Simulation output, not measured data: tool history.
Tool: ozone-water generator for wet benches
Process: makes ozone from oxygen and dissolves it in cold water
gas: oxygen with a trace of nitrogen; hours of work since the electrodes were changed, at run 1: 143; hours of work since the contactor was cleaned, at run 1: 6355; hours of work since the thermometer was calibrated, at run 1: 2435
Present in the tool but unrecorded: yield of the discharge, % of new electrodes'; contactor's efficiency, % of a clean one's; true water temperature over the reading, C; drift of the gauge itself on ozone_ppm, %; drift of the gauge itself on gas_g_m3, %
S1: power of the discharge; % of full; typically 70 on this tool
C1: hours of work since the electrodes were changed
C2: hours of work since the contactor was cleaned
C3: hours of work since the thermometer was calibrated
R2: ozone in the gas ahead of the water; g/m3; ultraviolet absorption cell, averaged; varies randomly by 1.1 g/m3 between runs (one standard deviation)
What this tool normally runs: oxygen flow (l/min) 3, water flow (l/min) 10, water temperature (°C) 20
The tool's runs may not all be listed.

{"run": 1, "hour": 0.0, "S1": 70, "oxygen flow (l/min)": 3, "water flow (l/min)": 10, "water temperature (°C)": 20, "C1": 143, "C2": 6355, "C3": 2435, "dissolved ozone (ppm)": 23.1, "R2": 199.5}
{"run": 2, "hour": 99.4, "S1": 70, "oxygen flow (l/min)": 3, "water flow (l/min)": 10, "water temperature (°C)": 20, "C1": 204, "C2": 6415, "C3": 2495, "dissolved ozone (ppm)": 23, "R2": 199.6}
{"run": 3, "hour": 193.0, "S1": 70, "oxygen flow (l/min)": 3.97, "water flow (l/min)": 10, "water temperature (°C)": 20, "C1": 261, "C2": 6472, "C3": 2553, "dissolved ozone (ppm)": 22.8, "R2": 173.4}
{"hour": 243.1, "done": "water thermometer calibrated"}
{"run": 4, "hour": 248.5, "S1": 70, "oxygen flow (l/min)": 3.97, "water flow (l/min)": 10, "water temperature (°C)": 20, "C1": 295, "C2": 6506, "C3": 3, "dissolved ozone (ppm)": 22.9, "R2": 172.8}
{"run": 5, "hour": 364.0, "S1": 70, "oxygen flow (l/min)": 3, "water flow (l/min)": 11, "water temperature (°C)": 20, "C1": 365, "C2": 6577, "C3": 74, "dissolved ozone (ppm)": 21.3, "R2": 198.1}
{"run": 6, "hour": 446.3, "S1": 70, "oxygen flow (l/min)": 3, "water flow (l/min)": 7, "water temperature (°C)": 20, "C1": 416, "C2": 6627, "C3": 124, "dissolved ozone (ppm)": 29.1, "R2": 199}
{"run": 7, "hour": 557.4, "S1": 70, "oxygen flow (l/min)": 3, "water flow (l/min)": 7, "water temperature (°C)": 20, "C1": 484, "C2": 6695, "C3": 192, "dissolved ozone (ppm)": 29.2, "R2": 197.3}
{"hour": 585.1, "done": "contactor cleaned"}
{"run": 8, "hour": 627.3, "S1": 70, "oxygen flow (l/min)": 3, "water flow (l/min)": 7, "water temperature (°C)": 20, "C1": 524, "C2": 26, "C3": 232, "dissolved ozone (ppm)": 29.8, "R2": 198.8}
{"run": 9, "hour": 680.0, "S1": 70, "oxygen flow (l/min)": 3, "water flow (l/min)": 7, "water temperature (°C)": 20, "C1": 556, "C2": 58, "C3": 264, "dissolved ozone (ppm)": 29.9, "R2": 197.2}
{"run": 10, "hour": 788.0, "S1": 46, "oxygen flow (l/min)": 3, "water flow (l/min)": 7, "water temperature (°C)": 20, "C1": 622, "C2": 124, "C3": 330, "dissolved ozone (ppm)": 20.6, "R2": 136.7}
{"run": 11, "hour": 846.7, "S1": 46, "oxygen flow (l/min)": 3, "water flow (l/min)": 7, "water temperature (°C)": 20, "C1": 658, "C2": 160, "C3": 366, "dissolved ozone (ppm)": 20.5, "R2": 136.9}
{"run": 12, "hour": 955.0, "S1": 46, "oxygen flow (l/min)": 3, "water flow (l/min)": 7, "water temperature (°C)": 20, "C1": 724, "C2": 226, "C3": 432, "dissolved ozone (ppm)": 20.6, "R2": 136.3}
{"run": 13, "hour": 1053.2, "S1": 70, "oxygen flow (l/min)": 3, "water flow (l/min)": 10, "water temperature (°C)": 20, "C1": 784, "C2": 286, "C3": 492, "dissolved ozone (ppm)": 23.8, "R2": 197.1}
{"run": 14, "hour": 1163.5, "S1": 70, "oxygen flow (l/min)": 3, "water flow (l/min)": 10, "water temperature (°C)": 20, "C1": 851, "C2": 353, "C3": 560, "dissolved ozone (ppm)": 23.4, "R2": 198}
{"run": 15, "hour": 1248.3, "S1": 70, "oxygen flow (l/min)": 3, "water flow (l/min)": 10, "water temperature (°C)": 20, "C1": 903, "C2": 405, "C3": 611, "dissolved ozone (ppm)": 23.9, "R2": 197.4}
{"run": 16, "hour": 1325.7, "S1": 70, "oxygen flow (l/min)": 1.6, "water flow (l/min)": 10, "water temperature (°C)": 20, "C1": 950, "C2": 452, "C3": 659, "dissolved ozone (ppm)": 22.3, "R2": 269}
{"run": 17, "hour": 1398.9, "S1": 88, "oxygen flow (l/min)": 1.84, "water flow (l/min)": 10, "water temperature (°C)": 20, "C1": 995, "C2": 497, "C3": 703, "dissolved ozone (ppm)": 27.8, "R2": 305.8}
{"run": 18, "hour": 1459.3, "S1": 70, "oxygen flow (l/min)": 1.84, "water flow (l/min)": 12, "water temperature (°C)": 20, "C1": 1032, "C2": 534, "C3": 740, "dissolved ozone (ppm)": 19.4, "R2": 248.9}
{"run": 19, "hour": 1522.8, "S1": 70, "oxygen flow (l/min)": 1.84, "water flow (l/min)": 12, "water temperature (°C)": 20, "C1": 1071, "C2": 573, "C3": 779, "dissolved ozone (ppm)": 19.6, "R2": 249.6}
{"run": 20, "hour": 1589.1, "S1": 70, "oxygen flow (l/min)": 1.84, "water flow (l/min)": 12, "water temperature (°C)": 20, "C1": 1111, "C2": 613, "C3": 820, "dissolved ozone (ppm)": 19, "R2": 250.9}
{"run": 21, "hour": 1673.3, "S1": 70, "oxygen flow (l/min)": 1.59, "water flow (l/min)": 8, "water temperature (°C)": 13, "C1": 1163, "C2": 665, "C3": 871, "dissolved ozone (ppm)": 29.1, "R2": 269.4}
{"run": 22, "hour": 1755.1, "S1": 70, "oxygen flow (l/min)": 1.59, "water flow (l/min)": 8, "water temperature (°C)": 13, "C1": 1213, "C2": 715, "C3": 921, "dissolved ozone (ppm)": 28.9, "R2": 270.7}
{"run": 23, "hour": 1837.7, "S1": 70, "oxygen flow (l/min)": 1.59, "water flow (l/min)": 8, "water temperature (°C)": 13, "C1": 1263, "C2": 765, "C3": 971, "dissolved ozone (ppm)": 29, "R2": 266.4}
{"run": 24, "hour": 1891.8, "S1": 84, "oxygen flow (l/min)": 3, "water flow (l/min)": 8, "water temperature (°C)": 20, "C1": 1296, "C2": 798, "C3": 1004, "dissolved ozone (ppm)": 31.8, "R2": 230.2}
{"run": 25, "hour": 1994.9, "S1": 70, "oxygen flow (l/min)": 3, "water flow (l/min)": 6, "water temperature (°C)": 15, "C1": 1359, "C2": 861, "C3": 1067, "dissolved ozone (ppm)": 35.7, "R2": 197}
{"run": 26, "hour": 2107.8, "S1": 67, "oxygen flow (l/min)": 2.42, "water flow (l/min)": 7, "water temperature (°C)": 25, "C1": 1428, "C2": 930, "C3": 1136, "dissolved ozone (ppm)": 26.5, "R2": 208}
{"run": 27, "hour": 2218.4, "S1": 67, "oxygen flow (l/min)": 2.42, "water flow (l/min)": 7, "water temperature (°C)": 25, "C1": 1496, "C2": 998, "C3": 1204, "dissolved ozone (ppm)": 26.3, "R2": 209.1}
{"run": 28, "hour": 2312.5, "S1": 67, "oxygen flow (l/min)": 2.42, "water flow (l/min)": 6, "water temperature (°C)": 12, "C1": 1553, "C2": 1055, "C3": 1261, "dissolved ozone (ppm)": 36.5, "R2": 208.4}
{"run": 29, "hour": 2411.3, "S1": 67, "oxygen flow (l/min)": 2.42, "water flow (l/min)": 6, "water temperature (°C)": 12, "C1": 1613, "C2": 1115, "C3": 1322, "dissolved ozone (ppm)": 35.9, "R2": 205.6}
{"run": 30, "hour": 2519.8, "S1": 96, "oxygen flow (l/min)": 3.56, "water flow (l/min)": 7, "water temperature (°C)": 19, "C1": 1680, "C2": 1182, "C3": 1388, "dissolved ozone (ppm)": 38.8, "R2": 236.4}
{"run": 31, "hour": 2598.1, "S1": 70, "oxygen flow (l/min)": 3, "water flow (l/min)": 9, "water temperature (°C)": 20, "C1": 1727, "C2": 1229, "C3": 1436, "dissolved ozone (ppm)": 25.1, "R2": 195.4}
{"run": 32, "hour": 2665.3, "S1": 63, "oxygen flow (l/min)": 5.31, "water flow (l/min)": 6, "water temperature (°C)": 20, "C1": 1768, "C2": 1270, "C3": 1477, "dissolved ozone (ppm)": 25.9, "R2": 132.6}

Here are 3 independent what-if runs from the current tool condition. What would each one return?
{"run": "A", "hour": 2734.2, "S1": 70, "oxygen flow (l/min)": 3, "water flow (l/min)": 13, "water temperature (°C)": 20, "C1": 1811, "C2": 1312, "C3": 1519, "dissolved ozone (ppm)": "?", "R2": "?"}
{"run": "B", "hour": 2734.2, "S1": 70, "oxygen flow (l/min)": 2.62, "water flow (l/min)": 10, "water temperature (°C)": 20, "C1": 1811, "C2": 1312, "C3": 1519, "dissolved ozone (ppm)": "?", "R2": "?"}
{"run": "C", "hour": 2734.2, "S1": 89, "oxygen flow (l/min)": 4.39, "water flow (l/min)": 7, "water temperature (°C)": 20, "C1": 1811, "C2": 1312, "C3": 1519, "dissolved ozone (ppm)": "?", "R2": "?"}

run=A dissolved_ozone_(ppm)=18.7 R2=194.4
run=B dissolved_ozone_(ppm)=22.9 R2=206.6
run=C dissolved_ozone_(ppm)=34.4 R2=201.1
Without the tool's unlogged condition, the same runs would have read:
run=A dissolved_ozone_(ppm)=19.2 R2=197.7
run=B dissolved_ozone_(ppm)=23.5 R2=210.1
run=C dissolved_ozone_(ppm)=35.3 R2=205.3

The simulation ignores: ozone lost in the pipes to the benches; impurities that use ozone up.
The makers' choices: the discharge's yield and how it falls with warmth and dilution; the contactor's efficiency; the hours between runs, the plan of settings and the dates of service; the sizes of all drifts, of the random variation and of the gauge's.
